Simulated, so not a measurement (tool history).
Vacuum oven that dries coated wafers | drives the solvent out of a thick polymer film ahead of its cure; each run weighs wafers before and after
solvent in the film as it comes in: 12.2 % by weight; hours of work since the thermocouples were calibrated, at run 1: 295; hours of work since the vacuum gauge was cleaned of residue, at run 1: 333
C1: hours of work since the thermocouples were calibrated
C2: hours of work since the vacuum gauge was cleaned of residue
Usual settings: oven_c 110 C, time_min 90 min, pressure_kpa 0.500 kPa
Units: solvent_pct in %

{"run": 1, "hour": 0.0, "oven_c": 110, "time_min": 90, "pressure_kpa": 0.5, "C1": 295, "C2": 333, "solvent_pct": 0.663}
{"run": 2, "hour": 24.5, "oven_c": 110, "time_min": 90, "pressure_kpa": 0.5, "C1": 308, "C2": 345, "solvent_pct": 0.647}
{"run": 3, "hour": 36.8, "oven_c": 110, "time_min": 90, "pressure_kpa": 0.921, "C1": 314, "C2": 352, "solvent_pct": 0.824}
{"run": 4, "hour": 61.9, "oven_c": 110, "time_min": 90, "pressure_kpa": 0.921, "C1": 327, "C2": 364, "solvent_pct": 0.838}
{"run": 5, "hour": 76.7, "oven_c": 110, "time_min": 90, "pressure_kpa": 0.921, "C1": 334, "C2": 372, "solvent_pct": 0.827}
{"run": 6, "hour": 101.0, "oven_c": 110, "time_min": 90, "pressure_kpa": 0.921, "C1": 347, "C2": 384, "solvent_pct": 0.825}
{"run": 7, "hour": 119.9, "oven_c": 110, "time_min": 90, "pressure_kpa": 0.921, "C1": 356, "C2": 394, "solvent_pct": 0.832}
{"run": 8, "hour": 145.3, "oven_c": 110, "time_min": 90, "pressure_kpa": 0.5, "C1": 369, "C2": 407, "solvent_pct": 0.673}
{"run": 9, "hour": 160.8, "oven_c": 110, "time_min": 90, "pressure_kpa": 0.5, "C1": 377, "C2": 414, "solvent_pct": 0.663}
{"run": 10, "hour": 187.8, "oven_c": 110, "time_min": 90, "pressure_kpa": 0.5, "C1": 391, "C2": 428, "solvent_pct": 0.653}
{"run": 11, "hour": 207.3, "oven_c": 110, "time_min": 66, "pressure_kpa": 0.5, "C1": 400, "C2": 438, "solvent_pct": 1.247}
{"run": 12, "hour": 223.7, "oven_c": 110, "time_min": 66, "pressure_kpa": 0.5, "C1": 409, "C2": 446, "solvent_pct": 1.242}
{"run": 13, "hour": 248.8, "oven_c": 110, "time_min": 90, "pressure_kpa": 0.5, "C1": 421, "C2": 459, "solvent_pct": 0.671}
{"run": 14, "hour": 264.0, "oven_c": 110, "time_min": 90, "pressure_kpa": 0.5, "C1": 429, "C2": 467, "solvent_pct": 0.667}
{"run": 15, "hour": 279.5, "oven_c": 106, "time_min": 90, "pressure_kpa": 0.281, "C1": 437, "C2": 475, "solvent_pct": 0.844}
{"run": 16, "hour": 298.5, "oven_c": 106, "time_min": 90, "pressure_kpa": 0.281, "C1": 447, "C2": 484, "solvent_pct": 0.845}
{"run": 17, "hour": 322.5, "oven_c": 110, "time_min": 45, "pressure_kpa": 0.414, "C1": 459, "C2": 496, "solvent_pct": 2.291}
{"run": 18, "hour": 338.2, "oven_c": 110, "time_min": 48, "pressure_kpa": 0.414, "C1": 467, "C2": 504, "solvent_pct": 2.087}
{"run": 19, "hour": 358.7, "oven_c": 110, "time_min": 48, "pressure_kpa": 0.414, "C1": 477, "C2": 515, "solvent_pct": 2.06}
{"run": 20, "hour": 373.6, "oven_c": 111, "time_min": 77, "pressure_kpa": 0.369, "C1": 485, "C2": 522, "solvent_pct": 0.794}
{"run": 21, "hour": 393.1, "oven_c": 120, "time_min": 72, "pressure_kpa": 0.5, "C1": 494, "C2": 532, "solvent_pct": 0.442}
{"run": 22, "hour": 405.0, "oven_c": 125, "time_min": 79, "pressure_kpa": 0.494, "C1": 500, "C2": 538, "solvent_pct": 0.217}
{"run": 23, "hour": 421.6, "oven_c": 98, "time_min": 90, "pressure_kpa": 0.5, "C1": 509, "C2": 546, "solvent_pct": 1.722}
{"run": 24, "hour": 439.1, "oven_c": 110, "time_min": 90, "pressure_kpa": 0.329, "C1": 518, "C2": 555, "solvent_pct": 0.598}
{"run": 25, "hour": 460.4, "oven_c": 110, "time_min": 90, "pressure_kpa": 0.329, "C1": 529, "C2": 566, "solvent_pct": 0.598}
{"run": 26, "hour": 477.1, "oven_c": 102, "time_min": 57, "pressure_kpa": 0.329, "C1": 537, "C2": 575, "solvent_pct": 2.533}
{"run": 27, "hour": 495.2, "oven_c": 102, "time_min": 57, "pressure_kpa": 0.329, "C1": 546, "C2": 584, "solvent_pct": 2.516}
{"run": 28, "hour": 506.5, "oven_c": 121, "time_min": 97, "pressure_kpa": 0.329, "C1": 552, "C2": 589, "solvent_pct": 0.16}

Forecast each of these 4 alternatives for the next run:
{"run": "A", "hour": 522.0, "oven_c": 109, "time_min": 97, "pressure_kpa": 0.329, "C1": 560, "C2": 597, "solvent_pct": "?"}
{"run": "B", "hour": 522.0, "oven_c": 122, "time_min": 103, "pressure_kpa": 0.329, "C1": 560, "C2": 597, "solvent_pct": "?"}
{"run": "C", "hour": 522.0, "oven_c": 109, "time_min": 135, "pressure_kpa": 0.319, "C1": 560, "C2": 597, "solvent_pct": "?"}
{"run": "D", "hour": 522.0, "oven_c": 110, "time_min": 57, "pressure_kpa": 0.324, "C1": 560, "C2": 597, "solvent_pct": "?"}

run=A solvent_pct=0.570
run=B solvent_pct=0.119
run=C solvent_pct=0.250
run=D solvent_pct=1.549
Without the tool's hidden state the same runs would have given:
run=A solvent_pct=0.569
run=B solvent_pct=0.118
run=C solvent_pct=0.248
run=D solvent_pct=1.549

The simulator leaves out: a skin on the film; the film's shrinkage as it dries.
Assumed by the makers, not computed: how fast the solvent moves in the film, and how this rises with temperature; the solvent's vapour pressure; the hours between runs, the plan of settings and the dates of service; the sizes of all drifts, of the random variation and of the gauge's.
